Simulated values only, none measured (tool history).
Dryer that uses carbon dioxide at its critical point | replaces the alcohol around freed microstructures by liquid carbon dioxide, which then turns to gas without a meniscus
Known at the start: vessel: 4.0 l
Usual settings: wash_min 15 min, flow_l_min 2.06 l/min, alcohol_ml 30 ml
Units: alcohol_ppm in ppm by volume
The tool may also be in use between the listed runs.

| run | hour | wash_min | flow_l_min | alcohol_ml | alcohol_ppm |
|---|---|---|---|---|---|
| 1 | 0.0 | 15 | 2.06 | 30 | 59 |
| 2 | 60.1 | 15 | 2.06 | 30 | 72 |
| 3 | 108.8 | 15 | 2.06 | 30 | 77 |
| 4 | 157.9 | 15 | 2.06 | 30 | 75 |
| 5 | 210.6 | 15 | 2.06 | 30 | 79 |
| 6 | 268.0 | 15 | 2.06 | 30 | 79 |
| 7 | 298.3 | 15 | 2.06 | 30 | 94 |
|  | 308.2 | inlet filter changed |
| 8 | 360.2 | 15 | 2.06 | 30 | 77 |
| 9 | 404.5 | 15 | 2.06 | 30 | 72 |
| 10 | 437.6 | 15 | 2.06 | 30 | 79 |
| 11 | 484.4 | 15 | 2.06 | 30 | 75 |
| 12 | 522.5 | 15 | 2.06 | 30 | 93 |
| 13 | 573.1 | 15 | 2.06 | 30 | 95 |
| 14 | 606.6 | 15 | 2.06 | 30 | 97 |
| 15 | 649.6 | 15 | 2.06 | 30 | 95 |
| 16 | 680.4 | 15 | 2.06 | 30 | 99 |
| 17 | 713.1 | 15 | 2.06 | 30 | 101 |
| 18 | 776.8 | 15 | 2.06 | 30 | 111 |
| 19 | 834.2 | 15 | 2.06 | 79 | 182 |
|  | 893.6 | inlet filter changed |
| 20 | 894.8 | 15 | 2.06 | 79 | 118 |
| 21 | 944.2 | 15 | 2.06 | 79 | 126 |
| 22 | 1001.1 | 15 | 2.06 | 30 | 105 |
| 23 | 1037.9 | 15 | 2.06 | 30 | 106 |
| 24 | 1092.7 | 15 | 1.87 | 30 | 133 |
| 25 | 1123.0 | 15 | 1.60 | 33 | 189 |
| 26 | 1188.1 | 16 | 2.65 | 33 | 104 |
| 27 | 1222.3 | 16 | 2.65 | 93 | 112 |
|  | 1270.2 | purifier's bed changed |
| 28 | 1286.8 | 16 | 2.65 | 93 | 19 |
| 29 | 1333.6 | 11 | 2.06 | 74 | 359 |
| 30 | 1393.7 | 13 | 2.98 | 92 | 45 |
| 31 | 1442.0 | 13 | 2.98 | 92 | 42 |
|  | 1479.9 | inlet filter changed |
| 32 | 1494.1 | 13 | 3.10 | 58 | 22 |
| 33 | 1549.6 | 15 | 2.06 | 36 | 45 |
| 34 | 1616.5 | 15 | 2.06 | 36 | 41 |
| 35 | 1673.8 | 9 | 1.71 | 32 | 443 |
| 36 | 1705.6 | 10 | 2.59 | 25 | 71 |
| 37 | 1740.7 | 10 | 2.59 | 25 | 69 |
| 38 | 1794.3 | 18 | 3.24 | 92 | 28 |
| 39 | 1836.3 | 22 | 3.24 | 50 | 33 |
| 40 | 1890.9 | 21 | 2.76 | 61 | 35 |
| 41 | 1925.7 | 16 | 2.91 | 28 | 37 |
| 42 | 1962.7 | 17 | 1.61 | 28 | 96 |
| 43 | 2013.6 | 16 | 1.61 | 98 | 343 |
|  | 2063.9 | inlet filter changed |
| 44 | 2064.5 | 19 | 1.61 | 98 | 93 |
| 45 | 2108.1 | 19 | 1.61 | 98 | 100 |

Forecast each of these 5 alternatives for the next run:
| A | 2162.6 | 19 | 1.25 | 98 | ? |
| B | 2162.6 | 19 | 1.61 | 45 | ? |
| C | 2162.6 | 15 | 2.06 | 95 | ? |
| D | 2162.6 | 15 | 1.31 | 30 | ? |
| E | 2162.6 | 19 | 2.69 | 44 | ? |

| run | alcohol_ppm |
|---|---|
| A | 294 |
| B | 72 |
| C | 105 |
| D | 215 |
| E | 50 |
Without the tool's hidden state the same runs would have given:
| run | alcohol_ppm |
|---|---|
| A | 216 |
| B | 23 |
| C | 53 |
| D | 153 |
| E | 7 |
